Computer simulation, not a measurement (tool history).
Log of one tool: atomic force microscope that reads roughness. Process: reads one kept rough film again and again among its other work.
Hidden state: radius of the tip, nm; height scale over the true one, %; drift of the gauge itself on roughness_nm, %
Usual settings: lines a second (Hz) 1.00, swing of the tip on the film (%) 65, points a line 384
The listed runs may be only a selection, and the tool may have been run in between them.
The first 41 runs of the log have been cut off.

run	hour	lines a second (Hz)	swing of the tip on the film (%)	points a line	pictures with this tip	hours of work since the height scale was calibrated	roughness of the kept film (nm (root mean square))
# hour 1600.7: new tip fitted
42	1629.5	0.60	88	629	30	1050	4.772
43	1681.2	0.60	88	629	84	1073	4.762
44	1738.6	1.41	59	714	143	1098	4.855
45	1777.9	1.41	59	714	184	1116	4.864
46	1818.7	0.68	59	436	227	1134	4.817
# hour 1828.2: new tip fitted
47	1866.1	0.68	59	436	39	1154	4.879
48	1900.6	2.90	79	445	75	1170	4.465
49	1926.0	2.90	79	445	102	1181	4.526
50	1951.2	1.00	65	669	128	1192	4.806

Consider 3 possible next runs. They are alternatives, not a sequence: every one starts from the tool as it was left by run 50. What does each give?
A	1999.8	0.78	70	669	178	1214	?
B	1999.8	1.30	62	886	178	1214	?
C	1999.8	0.94	90	384	178	1214	?

run	roughness of the kept film (nm (root mean square))
A	4.835
B	4.808
C	4.669
Take away the tool's hidden state, keep each run's random variation, and the runs would have read:
run	roughness of the kept film (nm (root mean square))
A	4.842
B	4.815
C	4.676
